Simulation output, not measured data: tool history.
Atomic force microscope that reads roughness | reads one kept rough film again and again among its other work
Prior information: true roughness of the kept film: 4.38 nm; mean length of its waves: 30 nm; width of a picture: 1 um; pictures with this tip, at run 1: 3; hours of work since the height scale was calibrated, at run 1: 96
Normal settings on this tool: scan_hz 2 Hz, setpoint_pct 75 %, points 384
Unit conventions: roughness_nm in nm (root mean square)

run	hour	scan_hz	setpoint_pct	points	pictures with this tip	hours of work since the height scale was calibrated	roughness_nm
1	0	2	75	384	3	96	3.12
2	9.9	2	75	384	24	103	2.819
3	19.8	2	75	384	44	111	2.555
4	25	2	75	384	55	114	2.453
# hour 29.7: new tip fitted
5	32.7	2.77	75	384	6	120	2.949
6	41.4	2.77	75	384	24	126	2.718
7	51.1	2.77	75	384	44	133	2.457
8	57.6	2	75	384	58	138	2.436
# hour 61.5: new tip fitted
9	65.9	2	75	384	9	144	3.068
10	75.8	2	75	384	29	151	2.781
11	81.4	2	75	384	41	155	2.611
12	89.8	2	75	384	58	161	2.43
# hour 92.7: new tip fitted
13	97.8	2	75	384	10	167	3.016
14	105.6	2	75	384	26	172	2.787
15	113.1	2	75	1007	42	178	2.587
16	118.7	2	70	1007	53	182	2.534
# hour 124.3: new tip fitted
17	127.8	2	70	1007	7	188	3.172
18	133	2	75	384	18	192	2.898
19	142.1	2	61	384	37	199	2.872
20	148.5	2	61	384	50	203	2.706
# hour 155.7: new tip fitted
21	155.8	2	61	384	0	208	3.427
22	161.9	2	61	384	13	213	3.192
23	170.5	2	61	384	31	219	2.919
24	174.8	2	61	384	40	222	2.779
25	179.8	2	77	342	50	226	2.469
# hour 186.8: new tip fitted
26	186.8	2	77	342	0	231	3.106
27	194.7	2	77	342	16	236	2.884
28	204.5	0.51	75	260	37	244	2.86
29	211	2.93	86	537	50	248	2.086
30	217.3	0.54	56	377	63	253	2.689
# hour 218.5: new tip fitted
# hour 219.5: height scale calibrated on a step standard
31	227.2	0.96	63	646	15	6	3.205
32	232.5	0.7	63	639	26	9	3.093
33	240.4	2	75	555	43	15	2.55
34	247.8	2	75	555	58	21	2.399
# hour 250.8: new tip fitted
35	256.4	0.51	80	408	11	27	3.243
# hour 258: height scale calibrated on a step standard, once more
36	266.2	0.51	73	269	29	6	2.991
37	273.2	2.15	59	444	44	11	2.769
38	277.7	2.15	55	444	53	14	2.69
# hour 283.8: new tip fitted
39	288.4	2.85	70	678	9	22	2.99
40	297.2	2	75	611	28	28	2.764
41	304.2	0.96	78	611	42	33	2.751
42	312.8	0.96	78	611	60	40	2.526
# hour 315.5: new tip fitted
43	322.7	1.5	60	307	15	47	3.168
44	328.4	1.5	60	307	26	51	3.015

The next listed run, before its measurement:
45	338.8	1.5	60	307	48	58	?

roughness_nm: 2.754 nm (root mean square)
With no hidden state in the tool, this same run would have given roughness_nm 3.485 nm (root mean square).
